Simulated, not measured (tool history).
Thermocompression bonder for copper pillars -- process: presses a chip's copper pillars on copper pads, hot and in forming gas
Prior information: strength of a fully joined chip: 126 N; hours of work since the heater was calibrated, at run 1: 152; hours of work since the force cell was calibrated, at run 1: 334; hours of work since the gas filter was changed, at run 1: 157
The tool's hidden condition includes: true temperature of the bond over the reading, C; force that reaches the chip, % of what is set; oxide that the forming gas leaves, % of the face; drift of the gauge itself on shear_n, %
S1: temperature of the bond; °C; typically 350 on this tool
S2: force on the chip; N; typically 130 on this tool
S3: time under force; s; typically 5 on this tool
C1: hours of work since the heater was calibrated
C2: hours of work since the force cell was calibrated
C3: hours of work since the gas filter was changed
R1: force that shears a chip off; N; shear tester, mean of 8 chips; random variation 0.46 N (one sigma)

Run 1, hour 0: usual settings; C1 152; C2 334; C3 157. Result: R1 41.7 N.
Run 2, hour 6.9: usual settings; C1 154; C2 337; C3 160. Result: R1 40.9 N.
Run 3, hour 17.1: usual settings; C1 159; C2 342; C3 164. Result: R1 40.6 N.
Run 4, hour 29.2: usual settings; C1 164; C2 347; C3 170. Result: R1 41.5 N.
Run 5, hour 35.8: usual settings but S2 127 N; C1 167; C2 349; C3 172. Result: R1 41 N.
Run 6, hour 46.8: usual settings but S2 127 N; C1 171; C2 354; C3 177. Result: R1 40.5 N.
Run 7, hour 59.1: usual settings but S2 127 N; C1 176; C2 359; C3 182. Result: R1 39.9 N.
Run 8, hour 67.3: usual settings but S2 162 N; C1 180; C2 363; C3 186. Result: R1 48.4 N.
At hour 75.6: forming gas filter changed.
Run 9, hour 78.3: usual settings; C1 184; C2 367; C3 1. Result: R1 43.8 N.
Run 10, hour 87: usual settings but S2 89 N; C1 188; C2 371; C3 5. Result: R1 33.3 N.
Run 11, hour 97.3: usual settings but S2 89 N; C1 192; C2 375; C3 9. Result: R1 32.5 N.
Run 12, hour 103.2: usual settings but S2 89 N; C1 195; C2 378; C3 12. Result: R1 33.2 N.
Run 13, hour 114.7: usual settings; C1 200; C2 382; C3 16. Result: R1 44.2 N.
Run 14, hour 121.6: usual settings; C1 203; C2 385; C3 19. Result: R1 43.4 N.
Run 15, hour 130.7: usual settings; C1 206; C2 389; C3 23. Result: R1 44.6 N.
Run 16, hour 141: usual settings; C1 211; C2 393; C3 27. Result: R1 44.2 N.
Run 17, hour 152.6: usual settings but S1 351 °C, S2 159 N, S3 3 s; C1 216; C2 398; C3 32. Result: R1 42 N.
Run 18, hour 165.1: usual settings but S1 351 °C, S2 179 N, S3 13 s; C1 221; C2 404; C3 38. Result: R1 76.6 N.
Run 19, hour 175.8: usual settings but S1 330 °C, S2 114 N, S3 6 s; C1 225; C2 408; C3 42. Result: R1 35.9 N.
Run 20, hour 183.6: usual settings but S1 326 °C, S2 114 N, S3 6 s; C1 229; C2 411; C3 45. Result: R1 33.8 N.
Run 21, hour 191.7: usual settings but S1 344 °C, S2 125 N; C1 232; C2 415; C3 49. Result: R1 39.5 N.
Run 22, hour 198.2: usual settings but S1 362 °C, S2 117 N; C1 235; C2 418; C3 52. Result: R1 45.1 N.
Run 23, hour 205.5: usual settings but S1 362 °C, S2 117 N; C1 238; C2 421; C3 55. Result: R1 44.6 N.
Run 24, hour 215: usual settings but S1 356 °C, S2 156 N; C1 242; C2 425; C3 59. Result: R1 52.9 N.
Run 25, hour 221.1: usual settings but S1 333 °C, S3 9 s; C1 244; C2 427; C3 61. Result: R1 47.8 N.
Run 26, hour 232.2: usual settings but S1 354 °C, S3 4 s; C1 249; C2 432; C3 66. Result: R1 40.9 N.
Run 27, hour 237.5: usual settings but S2 176 N, S3 9 s; C1 251; C2 434; C3 68. Result: R1 65.9 N.
Run 28, hour 244.4: usual settings but S2 104 N; C1 254; C2 437; C3 71. Result: R1 36.1 N.
Run 29, hour 254.9: usual settings but S1 374 °C, S3 9 s; C1 259; C2 441; C3 75. Result: R1 64 N.
Run 30, hour 264: usual settings but S1 327 °C, S2 181 N; C1 262; C2 445; C3 79. Result: R1 45.5 N.
Run 31, hour 274: usual settings but S1 325 °C, S2 181 N; C1 267; C2 449; C3 83. Result: R1 43.7 N.

Predict each of these 4 candidate next runs independently; none follows another, all start after run 31:
Run A, hour 279.1: usual settings but S2 81 N; C1 269; C2 452; C3 86. Result: R1 ?.
Run B, hour 279.1: usual settings but S1 325 °C, S2 181 N, S3 8 s; C1 269; C2 452; C3 86. Result: R1 ?.
Run C, hour 279.1: usual settings but S1 338 °C, S2 168 N, S3 8 s; C1 269; C2 452; C3 86. Result: R1 ?.
Run D, hour 279.1: usual settings but S1 346 °C, S2 178 N, S3 9 s; C1 269; C2 452; C3 86. Result: R1 ?.

run    R1
  A    29
  B    53
  C  55.3
  D  65.3
With the hidden condition removed and each run's random variation left untouched, the same runs would have given:
run    R1
  A  31.3
  B  57.1
  C  59.4
  D    70
